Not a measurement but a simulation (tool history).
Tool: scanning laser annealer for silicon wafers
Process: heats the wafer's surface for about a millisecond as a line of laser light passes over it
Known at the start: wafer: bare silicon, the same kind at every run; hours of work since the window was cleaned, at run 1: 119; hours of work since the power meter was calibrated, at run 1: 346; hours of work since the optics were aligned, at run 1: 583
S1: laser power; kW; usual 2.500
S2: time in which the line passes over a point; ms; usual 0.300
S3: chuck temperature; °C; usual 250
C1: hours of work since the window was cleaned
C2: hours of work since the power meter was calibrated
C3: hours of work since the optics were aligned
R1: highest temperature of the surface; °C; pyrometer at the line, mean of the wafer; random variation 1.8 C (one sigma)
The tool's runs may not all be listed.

run	day	S1	S2	S3	C1	C2	C3	R1
1	0.000	2.500	0.300	250	119	346	583	1041
2	2.100	2.500	0.300	261	140	367	604	1051
3	4.592	2.500	0.252	250	165	392	629	962
4	6.592	2.500	0.252	250	185	412	648	964
5	7.921	2.500	0.252	250	198	425	662	959
6	10.383	2.500	0.215	250	223	450	686	896
7	12.908	2.500	0.300	250	248	475	711	1026
8	15.188	2.586	0.300	250	270	497	734	1055
9	17.217	2.586	0.300	250	291	518	754	1056
10	19.062	2.500	0.233	250	309	536	773	919
11	20.688	2.500	0.358	250	325	552	789	1098
12	21.725	2.500	0.358	250	336	563	799	1095
13	23.671	2.739	0.358	250	355	582	818	1195
14	25.162	2.739	0.358	250	370	597	833	1192
15	26.908	2.643	0.300	250	387	614	851	1068
16	28.254	2.643	0.300	250	400	628	864	1066
17	29.492	2.643	0.300	250	413	640	876	1064
18	30.629	2.643	0.300	221	424	651	888	1032
19	32.004	2.268	0.359	237	438	665	901	975
20	33.375	2.268	0.359	233	451	678	915	968
21	34.429	2.268	0.359	233	462	689	925	968
22	35.896	2.378	0.276	260	477	704	940	936
23	37.996	2.378	0.276	260	497	724	961	931
24	39.254	2.378	0.219	272	510	737	973	862
25	41.612	2.500	0.229	241	533	760	997	884
26	43.554	2.500	0.245	210	553	780	1016	875
# day 44.833: window over the wafer cleaned
27	45.929	2.500	0.216	248	11	803	1039	905
28	47.700	2.500	0.216	248	29	820	1057	904
29	49.550	2.500	0.216	248	47	839	1075	902
30	50.925	2.127	0.303	248	61	852	1089	893
31	52.262	2.409	0.245	274	74	866	1102	942
32	54.362	2.409	0.245	274	95	887	1123	938
33	56.462	2.578	0.268	250	116	907	1144	1010
34	58.692	2.257	0.231	270	138	930	1166	859
35	60.825	2.658	0.215	236	159	951	1187	930

Some steps in R1 between neighbouring runs. How much of each would the tool show without its hidden state too (settings, what came in, random variation), and how much is left for the hidden state, with any gauge scatter that isn't in both results?
The hidden state here: light that passes the window, % of a clean one's; laser's true power over the reading, %; width of the line over the set one, %; drift of the gauge itself on peak_c, C.
Run 6 -> 7: S2 0.215 -> 0.300. R1 +130 °C: hidden state -8, all else +138.
Run 9 -> 10: S1 2.586 -> 2.500, S2 0.300 -> 0.233. R1 -137 °C: hidden state +5, all else -142.
Run 10 -> 11: S2 0.233 -> 0.358. R1 +179 °C: hidden state -11, all else +190.
Run 26 -> 27: S2 0.245 -> 0.216, S3 210 -> 248, window over the wafer cleaned. R1 +30 °C: hidden state +44, all else -14.
Run 33 -> 34: S1 2.578 -> 2.257, S2 0.268 -> 0.231, S3 250 -> 270. R1 -151 °C: hidden state +5, all else -156.
